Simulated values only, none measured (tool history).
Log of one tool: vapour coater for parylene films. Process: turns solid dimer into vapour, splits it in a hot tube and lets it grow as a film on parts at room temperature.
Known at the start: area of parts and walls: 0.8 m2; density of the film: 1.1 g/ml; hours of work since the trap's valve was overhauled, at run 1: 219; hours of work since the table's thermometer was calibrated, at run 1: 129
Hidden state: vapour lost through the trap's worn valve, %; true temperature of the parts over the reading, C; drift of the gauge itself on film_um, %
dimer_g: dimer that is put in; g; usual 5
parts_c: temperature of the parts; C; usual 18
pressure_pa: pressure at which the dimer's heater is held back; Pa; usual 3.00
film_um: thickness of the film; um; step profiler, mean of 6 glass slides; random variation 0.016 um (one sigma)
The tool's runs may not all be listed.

| run | day | dimer_g | parts_c | pressure_pa | hours of work since the trap's valve was overhauled | hours of work since the table's thermometer was calibrated | film_um |
|---|---|---|---|---|---|---|---|
| 1 | 0.000 | 5 | 18 | 3.00 | 219 | 129 | 4.21 |
| 2 | 0.567 | 3 | 18 | 3.00 | 225 | 136 | 2.54 |
| 3 | 0.917 | 3 | 18 | 3.00 | 229 | 140 | 2.52 |
| 4 | 1.208 | 5 | 18 | 4.90 | 232 | 143 | 3.85 |
| 5 | 1.679 | 5 | 18 | 4.90 | 238 | 148 | 3.86 |
| 6 | 2.283 | 7 | 18 | 3.00 | 244 | 155 | 5.88 |
| 7 | 2.738 | 7 | 18 | 3.00 | 249 | 160 | 5.89 |
| 8 | 3.388 | 7 | 18 | 3.00 | 257 | 167 | 5.88 |
| 9 | 4.033 | 7 | 18 | 3.00 | 264 | 175 | 5.84 |
| 10 | 4.638 | 5 | 18 | 3.00 | 271 | 181 | 4.17 |
| 11 | 5.138 | 5 | 18 | 3.00 | 277 | 187 | 4.18 |
| 12 | 5.675 | 5 | 18 | 3.00 | 283 | 193 | 4.19 |
| 13 | 6.158 | 5 | 18 | 3.00 | 288 | 199 | 4.17 |
| 14 | 6.617 | 5 | 18 | 5.41 | 293 | 204 | 3.79 |
| 15 | 6.896 | 5 | 18 | 5.41 | 296 | 207 | 3.78 |
|  | 7.100 | trap's valve overhauled |
| 16 | 7.450 | 5 | 18 | 3.00 | 4 | 211 | 4.05 |
| 17 | 8.096 | 5 | 18 | 3.00 | 11 | 218 | 4.06 |
| 18 | 8.738 | 5 | 18 | 6.38 | 18 | 226 | 3.54 |
| 19 | 9.229 | 5 | 18 | 3.00 | 24 | 231 | 4.02 |
| 20 | 9.788 | 5 | 18 | 3.00 | 30 | 238 | 4.03 |
| 21 | 10.367 | 5 | 18 | 3.00 | 37 | 244 | 4.03 |
|  | 10.762 | trap's valve overhauled, once more |
| 22 | 10.812 | 5 | 18 | 3.00 | 1 | 247 | 4.34 |
| 23 | 11.312 | 8 | 18 | 3.00 | 6 | 253 | 6.97 |
| 24 | 11.950 | 4 | 12 | 3.63 | 13 | 260 | 4.02 |
| 25 | 12.325 | 4 | 15 | 4.06 | 18 | 264 | 3.58 |
| 26 | 12.912 | 4 | 15 | 4.06 | 24 | 271 | 3.58 |
| 27 | 13.283 | 4 | 15 | 4.06 | 28 | 275 | 3.58 |
| 28 | 13.612 | 5 | 11 | 6.00 | 32 | 279 | 4.66 |
| 29 | 14.204 | 3 | 14 | 6.57 | 39 | 285 | 2.53 |
| 30 | 14.488 | 8 | 12 | 2.21 | 42 | 289 | 8.68 |
| 31 | 14.808 | 8 | 15 | 6.67 | 46 | 292 | 6.60 |
| 32 | 15.333 | 4 | 18 | 6.24 | 51 | 298 | 3.05 |
| 33 | 15.646 | 4 | 18 | 6.24 | 55 | 302 | 3.05 |
| 34 | 16.008 | 2 | 15 | 5.92 | 59 | 306 | 1.67 |
| 35 | 16.438 | 7 | 29 | 5.51 | 64 | 310 | 3.99 |
| 36 | 16.996 | 7 | 29 | 5.51 | 70 | 317 | 3.96 |
| 37 | 17.512 | 7 | 18 | 6.56 | 76 | 323 | 5.25 |
| 38 | 18.062 | 7 | 18 | 6.56 | 82 | 329 | 5.24 |
| 39 | 18.571 | 4 | 22 | 3.00 | 88 | 334 | 3.07 |
| 40 | 19.046 | 4 | 20 | 8.77 | 93 | 340 | 2.68 |
| 41 | 19.575 | 4 | 14 | 8.77 | 99 | 346 | 3.23 |
| 42 | 20.075 | 4 | 28 | 8.77 | 105 | 351 | 2.13 |
| 43 | 20.404 | 4 | 28 | 8.77 | 109 | 355 | 2.14 |
| 44 | 20.925 | 6 | 17 | 3.32 | 114 | 361 | 5.22 |
| 45 | 21.292 | 6 | 17 | 6.44 | 118 | 365 | 4.62 |
| 46 | 21.833 | 6 | 17 | 6.44 | 125 | 371 | 4.62 |

5 ways to go on from here, each from the tool as it stands after run 46. What would each give?
| A | 22.317 | 6 | 17 | 2.99 | 130 | 377 | ? |
| B | 22.317 | 6 | 17 | 6.44 | 130 | 377 | ? |
| C | 22.317 | 8 | 11 | 3.14 | 130 | 377 | ? |
| D | 22.317 | 7 | 13 | 3.00 | 130 | 377 | ? |
| E | 22.317 | 4 | 12 | 3.57 | 130 | 377 | ? |

| run | film_um |
|---|---|
| A | 5.29 |
| B | 4.64 |
| C | 8.33 |
| D | 6.95 |
| E | 3.94 |
Without the tool's hidden state the same runs would have given:
| run | film_um |
|---|---|
| A | 5.33 |
| B | 4.68 |
| C | 8.39 |
| D | 7.00 |
| E | 3.97 |
